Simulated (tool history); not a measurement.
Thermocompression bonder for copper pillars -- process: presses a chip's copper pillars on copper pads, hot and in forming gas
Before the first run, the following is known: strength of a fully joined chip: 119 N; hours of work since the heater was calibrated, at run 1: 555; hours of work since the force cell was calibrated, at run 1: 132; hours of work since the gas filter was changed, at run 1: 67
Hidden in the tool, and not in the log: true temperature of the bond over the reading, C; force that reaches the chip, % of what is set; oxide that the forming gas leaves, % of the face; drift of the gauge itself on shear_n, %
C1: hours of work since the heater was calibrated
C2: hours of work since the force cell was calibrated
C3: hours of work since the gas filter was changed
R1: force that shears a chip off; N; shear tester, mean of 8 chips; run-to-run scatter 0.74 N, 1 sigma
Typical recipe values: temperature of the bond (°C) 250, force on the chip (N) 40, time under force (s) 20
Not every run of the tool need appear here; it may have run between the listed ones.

Run 1, hour 0.0: usual settings; C1 555; C2 132; C3 67. Result: R1 53.6 N.
Run 2, hour 41.6: usual settings; C1 576; C2 154; C3 88. Result: R1 54.9 N.
Run 3, hour 88.7: usual settings; C1 600; C2 178; C3 112. Result: R1 55.2 N.
Run 4, hour 108.9: usual settings but temperature of the bond (°C) 266; C1 610; C2 188; C3 123. Result: R1 65.6 N.
Run 5, hour 135.8: usual settings but force on the chip (N) 53; C1 624; C2 201; C3 136. Result: R1 62.2 N.
Run 6, hour 168.4: usual settings but time under force (s) 12; C1 641; C2 218; C3 153. Result: R1 44.9 N.
Run 7, hour 191.3: usual settings but force on the chip (N) 26; C1 652; C2 230; C3 165. Result: R1 42.9 N.
Run 8, hour 212.9: usual settings but force on the chip (N) 26; C1 663; C2 241; C3 176. Result: R1 44.4 N.
Run 9, hour 237.5: usual settings but force on the chip (N) 26; C1 676; C2 253; C3 188. Result: R1 41.2 N.
At hour 278.6: forming gas filter changed.
Run 10, hour 284.8: usual settings but force on the chip (N) 26; C1 700; C2 277; C3 3. Result: R1 44.5 N.
Run 11, hour 308.1: usual settings but force on the chip (N) 26, time under force (s) 44; C1 712; C2 289; C3 15. Result: R1 57.3 N.
Run 12, hour 345.5: usual settings but force on the chip (N) 49; C1 731; C2 308; C3 34. Result: R1 60.3 N.
Run 13, hour 387.8: usual settings but temperature of the bond (°C) 265; C1 752; C2 330; C3 56. Result: R1 65.0 N.
Run 14, hour 425.4: usual settings but temperature of the bond (°C) 265; C1 771; C2 349; C3 75. Result: R1 66.2 N.
Run 15, hour 456.8: usual settings but temperature of the bond (°C) 265; C1 787; C2 365; C3 91. Result: R1 66.3 N.
Run 16, hour 482.5: usual settings but temperature of the bond (°C) 265; C1 800; C2 378; C3 104. Result: R1 64.4 N.
Run 17, hour 502.8: usual settings but temperature of the bond (°C) 265; C1 811; C2 388; C3 114. Result: R1 64.0 N.
Run 18, hour 543.3: usual settings but temperature of the bond (°C) 255, force on the chip (N) 53, time under force (s) 13; C1 831; C2 409; C3 135. Result: R1 57.5 N.
Run 19, hour 589.3: usual settings but temperature of the bond (°C) 228, force on the chip (N) 29, time under force (s) 25; C1 855; C2 432; C3 158. Result: R1 34.9 N.
Run 20, hour 618.7: usual settings but temperature of the bond (°C) 228, force on the chip (N) 29, time under force (s) 25; C1 870; C2 447; C3 173. Result: R1 34.6 N.
Run 21, hour 642.2: usual settings but time under force (s) 24; C1 882; C2 459; C3 185. Result: R1 57.8 N.
Run 22, hour 684.1: usual settings but time under force (s) 24; C1 903; C2 480; C3 206. Result: R1 58.7 N.
At hour 691.0: forming gas filter changed.
Run 23, hour 726.7: usual settings but time under force (s) 24; C1 924; C2 502; C3 18. Result: R1 58.7 N.
Run 24, hour 774.3: usual settings but temperature of the bond (°C) 279, force on the chip (N) 54, time under force (s) 38; C1 949; C2 526; C3 42. Result: R1 96.4 N.
Run 25, hour 813.2: usual settings but temperature of the bond (°C) 247, time under force (s) 24; C1 968; C2 546; C3 62. Result: R1 55.8 N.
Run 26, hour 858.9: usual settings but temperature of the bond (°C) 258, force on the chip (N) 30, time under force (s) 17; C1 992; C2 569; C3 85. Result: R1 49.2 N.
Run 27, hour 895.6: usual settings but temperature of the bond (°C) 256, force on the chip (N) 30, time under force (s) 18; C1 1010; C2 588; C3 104. Result: R1 49.4 N.
Run 28, hour 916.7: usual settings but temperature of the bond (°C) 260, force on the chip (N) 44, time under force (s) 29; C1 1021; C2 598; C3 115. Result: R1 72.2 N.
Run 29, hour 962.4: usual settings but temperature of the bond (°C) 260, force on the chip (N) 44, time under force (s) 29; C1 1044; C2 622; C3 138. Result: R1 72.8 N.
Run 30, hour 1008.6: usual settings but temperature of the bond (°C) 260, force on the chip (N) 44, time under force (s) 29; C1 1068; C2 645; C3 162. Result: R1 71.6 N.
Run 31, hour 1037.7: usual settings but temperature of the bond (°C) 273, force on the chip (N) 26, time under force (s) 24; C1 1083; C2 660; C3 176. Result: R1 60.3 N.

What if the next run were any one of these 3? Each begins from the tool's condition after run 31:
Run A, hour 1062.5: usual settings but temperature of the bond (°C) 234, force on the chip (N) 34; C1 1095; C2 673; C3 189. Result: R1 ?.
Run B, hour 1062.5: usual settings but temperature of the bond (°C) 276, force on the chip (N) 37, time under force (s) 51; C1 1095; C2 673; C3 189. Result: R1 ?.
Run C, hour 1062.5: usual settings but force on the chip (N) 47, time under force (s) 34; C1 1095; C2 673; C3 189. Result: R1 ?.

run    R1
  A  39.8
  B  90.5
  C  70.8
The same runs, with their run-to-run variation unchanged, on a tool lacking any hidden condition would have given:
run    R1
  A  40.1
  B  91.0
  C  71.2
